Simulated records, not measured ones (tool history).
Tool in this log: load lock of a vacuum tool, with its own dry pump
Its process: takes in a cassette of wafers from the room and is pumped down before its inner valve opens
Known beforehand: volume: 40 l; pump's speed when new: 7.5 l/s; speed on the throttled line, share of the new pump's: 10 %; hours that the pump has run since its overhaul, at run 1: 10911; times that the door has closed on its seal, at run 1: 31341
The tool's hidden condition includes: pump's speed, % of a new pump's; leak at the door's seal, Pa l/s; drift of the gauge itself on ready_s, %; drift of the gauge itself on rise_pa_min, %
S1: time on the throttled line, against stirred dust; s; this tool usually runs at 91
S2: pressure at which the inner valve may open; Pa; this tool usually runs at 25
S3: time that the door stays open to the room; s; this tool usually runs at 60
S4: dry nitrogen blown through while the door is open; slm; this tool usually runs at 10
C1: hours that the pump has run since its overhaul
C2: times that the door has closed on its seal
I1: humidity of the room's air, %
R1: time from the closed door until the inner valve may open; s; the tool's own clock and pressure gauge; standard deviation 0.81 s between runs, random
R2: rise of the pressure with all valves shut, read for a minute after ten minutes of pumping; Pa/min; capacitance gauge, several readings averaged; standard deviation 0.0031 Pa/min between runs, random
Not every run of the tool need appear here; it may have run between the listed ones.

run,hour,S1,S2,S3,S4,C1,C2,I1,R1,R2
1,0.0,91,25,60,10,10911,31341,46.5,129.9,0.538
2,238.5,54,25,60,10,11150,32084,48.6,97.6,0.575
3,493.8,54,25,60,10,11405,32879,44.1,97.9,0.594
4,653.8,54,25,51,10,11565,33377,44.4,98.2,0.605
5,821.6,54,25,51,18,11733,33900,49.3,98.1,0.607
6,1076.3,54,25,51,18,11988,34693,46.4,98.0,0.620
7,1386.7,54,25,51,18,12298,35660,41.7,98.2,0.640
8,1549.7,54,25,51,18,12461,36168,44.1,100.0,0.674
9,1756.6,91,26,60,10,12668,36812,44.3,130.7,0.718
10,1936.7,91,26,60,10,12848,37373,45.0,130.9,0.716
11,2084.2,91,25,60,10,12995,37832,44.7,130.9,0.738
# hour 2219.2: door's seal changed, seat wiped
12,2286.2,130,26,60,7,13196,209,45.4,162.7,0.069
13,2477.2,130,26,119,39,13387,804,46.7,167.9,0.044
14,2791.3,130,26,119,39,13701,1782,47.0,163.7,0.052
15,3076.4,130,35,163,39,13986,2670,48.0,164.5,0.060
16,3314.0,130,30,37,39,14224,3410,45.8,165.3,0.055
17,3462.7,130,30,37,39,14373,3873,41.6,165.7,0.049
18,3767.2,130,30,37,39,14677,4821,45.8,165.5,0.065
19,3917.8,58,30,102,25,14828,5290,46.7,102.3,0.084
20,4082.7,91,25,60,24,14992,5804,47.9,131.4,0.082
21,4412.3,117,25,28,10,15322,6830,46.1,155.7,0.098
22,4654.3,117,25,28,10,15564,7584,47.9,154.9,0.111

Forecast each of these 4 alternatives for the next run:
A,4959.2,117,25,72,20,15869,8534,47.3,?,?
B,4959.2,117,25,31,10,15869,8534,43.3,?,?
C,4959.2,117,43,40,10,15869,8534,48.7,?,?
D,4959.2,91,25,26,19,15869,8534,44.7,?,?

run,R1,R2
A,156.3,0.116
B,154.3,0.112
C,152.6,0.126
D,133.4,0.098
With the hidden condition removed and each run's random variation left untouched, the same runs would have given:
run,R1,R2
A,149.7,0.049
B,147.8,0.043
C,146.6,0.058
D,126.2,0.032
